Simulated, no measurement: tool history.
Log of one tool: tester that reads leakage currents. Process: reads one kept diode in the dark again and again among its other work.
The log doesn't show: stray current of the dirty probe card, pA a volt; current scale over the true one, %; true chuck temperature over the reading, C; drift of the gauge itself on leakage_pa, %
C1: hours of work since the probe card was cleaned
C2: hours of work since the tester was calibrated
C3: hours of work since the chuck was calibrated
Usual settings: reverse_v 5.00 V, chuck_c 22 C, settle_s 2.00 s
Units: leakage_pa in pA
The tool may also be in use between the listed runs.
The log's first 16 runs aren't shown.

Run 17, day 73.854: usual settings; C1 2859; C2 4226; C3 444. Result: leakage_pa 60.16 pA.
Run 18, day 79.546: usual settings but reverse_v 17.82 V, chuck_c 52 C, settle_s 7.50 s; C1 2955; C2 4321; C3 540. Result: leakage_pa 910.19 pA.
Run 19, day 85.675: usual settings but reverse_v 2.29 V, settle_s 3.42 s; C1 3058; C2 4424; C3 643. Result: leakage_pa 37.03 pA.
Run 20, day 89.488: usual settings but reverse_v 11.24 V, settle_s 7.33 s; C1 3122; C2 4488; C3 707. Result: leakage_pa 104.11 pA.
Run 21, day 93.267: usual settings but reverse_v 3.41 V, settle_s 2.71 s; C1 3185; C2 4552; C3 770. Result: leakage_pa 48.10 pA.
Run 22, day 99.896: usual settings but reverse_v 5.32 V; C1 3297; C2 4663; C3 882. Result: leakage_pa 64.76 pA.
Run 23, day 104.817: usual settings but reverse_v 1.28 V, settle_s 1.47 s; C1 3379; C2 4746; C3 964. Result: leakage_pa 26.51 pA.
Run 24, day 108.921: usual settings but reverse_v 1.28 V, settle_s 1.47 s; C1 3448; C2 4815; C3 1033. Result: leakage_pa 26.49 pA.
At day 111.438: probe card cleaned and baked.
At day 113.817: chuck's temperature calibrated.
Run 25, day 114.554: usual settings but chuck_c 43 C; C1 51; C2 4906; C3 12. Result: leakage_pa 230.59 pA.
Run 26, day 120.129: usual settings but reverse_v 6.21 V, settle_s 3.33 s; C1 145; C2 5000; C3 106. Result: leakage_pa 59.71 pA.
Run 27, day 125.475: usual settings but reverse_v 6.21 V, chuck_c 30 C, settle_s 5.29 s; C1 234; C2 5090; C3 196. Result: leakage_pa 107.63 pA.
Run 28, day 129.742: usual settings but chuck_c 30 C; C1 306; C2 5161; C3 268. Result: leakage_pa 95.82 pA.
Run 29, day 133.988: usual settings but chuck_c 30 C; C1 377; C2 5233; C3 339. Result: leakage_pa 96.34 pA.
Run 30, day 137.138: usual settings but chuck_c 30 C; C1 430; C2 5286; C3 392. Result: leakage_pa 96.57 pA.
Run 31, day 143.288: usual settings but reverse_v 10.10 V, chuck_c 31 C, settle_s 1.40 s; C1 534; C2 5389; C3 495. Result: leakage_pa 159.15 pA.
Run 32, day 150.021: usual settings but reverse_v 10.10 V, chuck_c 31 C, settle_s 1.40 s; C1 647; C2 5502; C3 608. Result: leakage_pa 160.56 pA.
Run 33, day 153.100: usual settings but chuck_c 26 C, settle_s 2.24 s; C1 699; C2 5554; C3 660. Result: leakage_pa 73.73 pA.

4 ways to go on from here, each from the tool as it stands after run 33. What would each give?
Run A, day 158.567: usual settings but chuck_c 24 C, settle_s 2.24 s; C1 790; C2 5646; C3 752. Result: leakage_pa ?.
Run B, day 158.567: usual settings but reverse_v 1.13 V, chuck_c 51 C, settle_s 0.90 s; C1 790; C2 5646; C3 752. Result: leakage_pa ?.
Run C, day 158.567: usual settings but reverse_v 1.82 V; C1 790; C2 5646; C3 752. Result: leakage_pa ?.
Run D, day 158.567: usual settings but reverse_v 3.37 V, chuck_c 50 C, settle_s 7.09 s; C1 790; C2 5646; C3 752. Result: leakage_pa ?.

run  leakage_pa
  A       64.52
  B      169.05
  C       30.32
  D      298.93
Without the tool's hidden state the same runs would have given:
run  leakage_pa
  A       59.13
  B      160.71
  C       27.99
  D      283.54

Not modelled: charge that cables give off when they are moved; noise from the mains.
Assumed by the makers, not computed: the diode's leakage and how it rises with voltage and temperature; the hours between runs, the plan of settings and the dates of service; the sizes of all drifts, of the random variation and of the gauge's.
